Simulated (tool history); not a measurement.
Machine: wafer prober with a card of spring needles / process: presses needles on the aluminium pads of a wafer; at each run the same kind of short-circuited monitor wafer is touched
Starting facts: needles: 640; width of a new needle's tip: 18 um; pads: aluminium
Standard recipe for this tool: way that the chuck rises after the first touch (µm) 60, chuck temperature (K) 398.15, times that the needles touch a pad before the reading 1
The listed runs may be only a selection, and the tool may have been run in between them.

run   hour  way that the chuck rises after the first touch (µm)  chuck temperature (K)  times that the needles touch a pad before the reading  resistance of one needle with its contact and lead (mohm)  way that a needle slides on the pad (µm)
  1    0.0                                                   60                 398.15                                                      1                                                        226                                     11.05
      13.8  -- tips cleaned on abrasive film
  2   25.2                                                   60                 398.15                                                      2                                                        253                                     11.04
      27.0  -- tips cleaned on abrasive film
      41.4  -- tips cleaned on abrasive film
  3   44.0                                                   60                 398.15                                                      2                                                        232                                     11.06
      55.0  -- tips cleaned on abrasive film
  4   55.7                                                   60                 398.15                                                      2                                                        224                                     11.05
      70.0  -- tips cleaned on abrasive film
  5   73.3                                                   60                 298.15                                                      1                                                        232                                     10.80
      83.5  -- tips cleaned on abrasive film
  6   95.3                                                   60                 298.15                                                      1                                                        272                                     10.94
      96.8  -- tips cleaned on abrasive film
     111.6  -- tips cleaned on abrasive film
  7  120.1                                                   60                 298.15                                                      1                                                        265                                     10.93
     126.0  -- tips cleaned on abrasive film
     139.5  -- tips cleaned on abrasive film
  8  147.3                                                   60                 298.15                                                      1                                                        263                                     10.74
     154.0  -- tips cleaned on abrasive film
  9  159.7                                                   60                 298.15                                                      1                                                        257                                     10.89
     167.2  -- tips cleaned on abrasive film
 10  171.3                                                   60                 298.15                                                      1                                                        234                                     10.83
     180.5  -- tips cleaned on abrasive film
 11  193.0                                                   60                 298.15                                                      1                                                        279                                     10.77
     195.4  -- tips cleaned on abrasive film
 12  208.0                                                   60                 304.15                                                      1                                                        291                                     10.81
     209.5  -- tips cleaned on abrasive film
     209.8  -- height of the first contact set anew
     224.3  -- tips cleaned on abrasive film
 13  224.3                                                   60                 304.15                                                      1                                                        206                                     10.72
     237.4  -- tips cleaned on abrasive film
 14  239.6                                                   80                 398.15                                                      1                                                        222                                     14.32
     250.6  -- tips cleaned on abrasive film
 15  252.4                                                   60                 398.15                                                      1                                                        241                                     10.79
     263.6  -- tips cleaned on abrasive film
     276.8  -- tips cleaned on abrasive film
 16  277.1                                                   60                 398.15                                                      1                                                        224                                     10.66
     291.6  -- tips cleaned on abrasive film
 17  304.2                                                   41                 311.15                                                      2                                                        323                                      7.21
     305.9  -- tips cleaned on abrasive film
     319.8  -- tips cleaned on abrasive film
 18  325.0                                                   60                 316.15                                                      2                                                        235                                     10.63
     328.4  -- height of the first contact set anew, once more
     334.3  -- tips cleaned on abrasive film
     348.1  -- tips cleaned on abrasive film
 19  350.3                                                   50                 306.15                                                      2                                                        224                                      9.25
     361.4  -- tips cleaned on abrasive film
 20  367.8                                                   51                 306.15                                                      2                                                        250                                      9.28
     375.8  -- tips cleaned on abrasive film
 21  386.6                                                   75                 306.15                                                      1                                                        243                                     13.79
     389.9  -- tips cleaned on abrasive film
 22  400.9                                                   75                 322.15                                                      1                                                        248                                     13.71
     403.6  -- tips cleaned on abrasive film
 23  413.1                                                   43                 346.15                                                      2                                                        293                                      7.77
     417.4  -- tips cleaned on abrasive film
     431.6  -- tips cleaned on abrasive film
 24  439.2                                                   43                 372.15                                                      2                                                        294                                      7.87
     446.4  -- tips cleaned on abrasive film
     460.4  -- tips cleaned on abrasive film
 25  464.3                                                   60                 306.15                                                      1                                                        245                                     10.76
     474.9  -- tips cleaned on abrasive film
     489.2  -- tips cleaned on abrasive film
 26  492.0                                                   64                 398.15                                                      2                                                        232                                     11.59
     502.3  -- tips cleaned on abrasive film
 27  504.2                                                   79                 379.15                                                      2                                                        214                                     14.40
     515.3  -- tips cleaned on abrasive film
     529.6  -- tips cleaned on abrasive film
 28  532.7                                                   79                 381.15                                                      1                                                        224                                     14.38
     544.2  -- tips cleaned on abrasive film
 29  545.9                                                   69                 379.15                                                      1                                                        229                                     12.45
     558.2  -- tips cleaned on abrasive film
 30  559.3                                                   74                 342.15                                                      2                                                        207                                     13.37
     572.6  -- tips cleaned on abrasive film
     587.4  -- tips cleaned on abrasive film
 31  587.6                                                   74                 342.15                                                      2                                                        198                                     13.23

What if the next run were any one of these 4? Each begins from the tool's condition after run 31:
     600.6  -- tips cleaned on abrasive film
  A  610.0                                                   78                 335.15                                                      2                                                          ?                                         ?
     600.6  -- tips cleaned on abrasive film
  B  610.0                                                   60                 397.15                                                      3                                                          ?                                         ?
     600.6  -- tips cleaned on abrasive film
  C  610.0                                                   74                 331.15                                                      1                                                          ?                                         ?
     600.6  -- tips cleaned on abrasive film
  D  610.0                                                   45                 342.15                                                      3                                                          ?                                         ?

run  resistance of one needle with its contact and lead (mohm)  way that a needle slides on the pad (µm)
  A                                                        228                                     14.27
  B                                                        243                                     10.78
  C                                                        256                                     13.47
  D                                                        260                                      7.93
Without the tool's hidden state the same runs would have given:
run  resistance of one needle with its contact and lead (mohm)  way that a needle slides on the pad (µm)
  A                                                        195                                     14.58
  B                                                        212                                     11.08
  C                                                        196                                     13.78
  D                                                        204                                      8.24

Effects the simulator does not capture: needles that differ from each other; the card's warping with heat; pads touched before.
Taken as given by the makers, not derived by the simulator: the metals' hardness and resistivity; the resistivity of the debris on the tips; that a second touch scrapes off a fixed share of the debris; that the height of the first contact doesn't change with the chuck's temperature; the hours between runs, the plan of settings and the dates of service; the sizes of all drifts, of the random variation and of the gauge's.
